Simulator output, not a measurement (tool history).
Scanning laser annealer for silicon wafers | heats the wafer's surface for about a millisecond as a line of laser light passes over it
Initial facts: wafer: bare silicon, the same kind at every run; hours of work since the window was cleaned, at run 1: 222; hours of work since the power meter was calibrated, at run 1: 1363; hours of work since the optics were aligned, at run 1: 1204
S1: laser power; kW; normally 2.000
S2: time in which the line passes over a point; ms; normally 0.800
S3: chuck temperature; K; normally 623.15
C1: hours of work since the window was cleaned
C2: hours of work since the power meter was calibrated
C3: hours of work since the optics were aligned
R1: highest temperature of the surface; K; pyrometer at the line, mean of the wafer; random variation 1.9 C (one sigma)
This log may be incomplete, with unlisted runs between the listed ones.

{"run": 1, "hour": 0.0, "S1": 2.0, "S2": 0.8, "S3": 623.15, "C1": 222, "C2": 1363, "C3": 1204, "R1": 1421.15}
{"run": 2, "hour": 55.4, "S1": 2.0, "S2": 0.8, "S3": 623.15, "C1": 253, "C2": 1394, "C3": 1235, "R1": 1421.15}
{"run": 3, "hour": 116.3, "S1": 2.183, "S2": 0.8, "S3": 623.15, "C1": 287, "C2": 1428, "C3": 1269, "R1": 1489.15}
{"run": 4, "hour": 202.9, "S1": 2.183, "S2": 0.8, "S3": 623.15, "C1": 335, "C2": 1476, "C3": 1317, "R1": 1492.15}
{"run": 5, "hour": 252.2, "S1": 2.183, "S2": 0.8, "S3": 623.15, "C1": 363, "C2": 1504, "C3": 1345, "R1": 1494.15}
{"run": 6, "hour": 305.6, "S1": 2.183, "S2": 0.8, "S3": 623.15, "C1": 393, "C2": 1533, "C3": 1375, "R1": 1497.15}
{"run": 7, "hour": 366.5, "S1": 2.0, "S2": 0.8, "S3": 621.15, "C1": 427, "C2": 1567, "C3": 1409, "R1": 1420.15}
{"run": 8, "hour": 444.1, "S1": 2.0, "S2": 0.8, "S3": 621.15, "C1": 470, "C2": 1611, "C3": 1452, "R1": 1422.15}
{"run": 9, "hour": 518.3, "S1": 2.0, "S2": 0.8, "S3": 621.15, "C1": 512, "C2": 1652, "C3": 1493, "R1": 1416.15}
{"run": 10, "hour": 593.0, "S1": 2.0, "S2": 0.8, "S3": 621.15, "C1": 553, "C2": 1694, "C3": 1535, "R1": 1418.15}
{"run": 11, "hour": 630.3, "S1": 2.0, "S2": 0.8, "S3": 623.15, "C1": 574, "C2": 1715, "C3": 1556, "R1": 1421.15}
{"run": 12, "hour": 698.4, "S1": 2.0, "S2": 0.8, "S3": 623.15, "C1": 612, "C2": 1753, "C3": 1594, "R1": 1419.15}
{"run": 13, "hour": 742.8, "S1": 2.0, "S2": 0.8, "S3": 623.15, "C1": 637, "C2": 1778, "C3": 1619, "R1": 1417.15}
{"run": 14, "hour": 828.1, "S1": 2.0, "S2": 0.8, "S3": 623.15, "C1": 685, "C2": 1825, "C3": 1666, "R1": 1422.15}
{"run": 15, "hour": 906.2, "S1": 2.0, "S2": 0.8, "S3": 623.15, "C1": 728, "C2": 1869, "C3": 1710, "R1": 1418.15}
{"run": 16, "hour": 953.8, "S1": 2.0, "S2": 0.8, "S3": 623.15, "C1": 755, "C2": 1895, "C3": 1737, "R1": 1421.15}
{"run": 17, "hour": 1026.7, "S1": 2.0, "S2": 0.8, "S3": 623.15, "C1": 796, "C2": 1936, "C3": 1777, "R1": 1419.15}
{"run": 18, "hour": 1061.9, "S1": 2.0, "S2": 0.8, "S3": 623.15, "C1": 815, "C2": 1956, "C3": 1797, "R1": 1420.15}
{"run": 19, "hour": 1142.3, "S1": 2.0, "S2": 0.8, "S3": 623.15, "C1": 860, "C2": 2001, "C3": 1842, "R1": 1419.15}
{"run": 20, "hour": 1211.3, "S1": 2.0, "S2": 0.8, "S3": 623.15, "C1": 899, "C2": 2039, "C3": 1880, "R1": 1421.15}
{"hour": 1243.3, "done": "optics aligned, line set to its width"}
{"run": 21, "hour": 1263.4, "S1": 2.0, "S2": 0.775, "S3": 630.15, "C1": 925, "C2": 2066, "C3": 11, "R1": 1419.15}
{"hour": 1287.8, "done": "window over the wafer cleaned"}
{"run": 22, "hour": 1328.8, "S1": 2.0, "S2": 0.979, "S3": 618.15, "C1": 23, "C2": 2101, "C3": 47, "R1": 1496.15}
{"run": 23, "hour": 1389.0, "S1": 1.827, "S2": 0.808, "S3": 621.15, "C1": 57, "C2": 2135, "C3": 80, "R1": 1352.15}
{"run": 24, "hour": 1433.5, "S1": 2.0, "S2": 0.673, "S3": 623.15, "C1": 81, "C2": 2160, "C3": 105, "R1": 1360.15}
{"run": 25, "hour": 1502.5, "S1": 2.0, "S2": 0.851, "S3": 623.15, "C1": 120, "C2": 2198, "C3": 144, "R1": 1448.15}
{"run": 26, "hour": 1573.4, "S1": 2.082, "S2": 0.582, "S3": 586.15, "C1": 160, "C2": 2238, "C3": 183, "R1": 1305.15}
{"run": 27, "hour": 1651.4, "S1": 2.118, "S2": 0.85, "S3": 643.15, "C1": 203, "C2": 2281, "C3": 227, "R1": 1510.15}
{"run": 28, "hour": 1719.9, "S1": 2.149, "S2": 0.85, "S3": 643.15, "C1": 241, "C2": 2320, "C3": 265, "R1": 1523.15}
{"run": 29, "hour": 1801.0, "S1": 2.0, "S2": 0.679, "S3": 620.15, "C1": 287, "C2": 2365, "C3": 310, "R1": 1359.15}
{"run": 30, "hour": 1865.9, "S1": 2.0, "S2": 0.679, "S3": 620.15, "C1": 323, "C2": 2401, "C3": 347, "R1": 1362.15}
{"run": 31, "hour": 1917.9, "S1": 1.91, "S2": 0.679, "S3": 636.15, "C1": 352, "C2": 2430, "C3": 376, "R1": 1341.15}
{"run": 32, "hour": 1996.8, "S1": 1.91, "S2": 0.679, "S3": 636.15, "C1": 396, "C2": 2474, "C3": 420, "R1": 1349.15}
{"run": 33, "hour": 2077.5, "S1": 1.782, "S2": 0.8, "S3": 633.15, "C1": 441, "C2": 2519, "C3": 465, "R1": 1345.15}
{"run": 34, "hour": 2145.8, "S1": 1.782, "S2": 0.8, "S3": 633.15, "C1": 479, "C2": 2557, "C3": 503, "R1": 1347.15}
{"run": 35, "hour": 2210.3, "S1": 2.062, "S2": 0.828, "S3": 597.15, "C1": 515, "C2": 2593, "C3": 539, "R1": 1437.15}
{"run": 36, "hour": 2266.8, "S1": 2.0, "S2": 0.8, "S3": 642.15, "C1": 547, "C2": 2625, "C3": 571, "R1": 1442.15}
{"run": 37, "hour": 2313.3, "S1": 1.807, "S2": 0.958, "S3": 634.15, "C1": 573, "C2": 2651, "C3": 597, "R1": 1419.15}

Hidden state at the last listed run before each entry between runs and at the first one after, where it differs:
Runs 20 to 21: optics aligned, line set to its width (hour 1243.3)
  width of the line over the set one, %: 0.07 -> 0
Runs 21 to 22: window over the wafer cleaned (hour 1287.8)
  light that passes the window, % of a clean one's: 99.95 -> 99.99
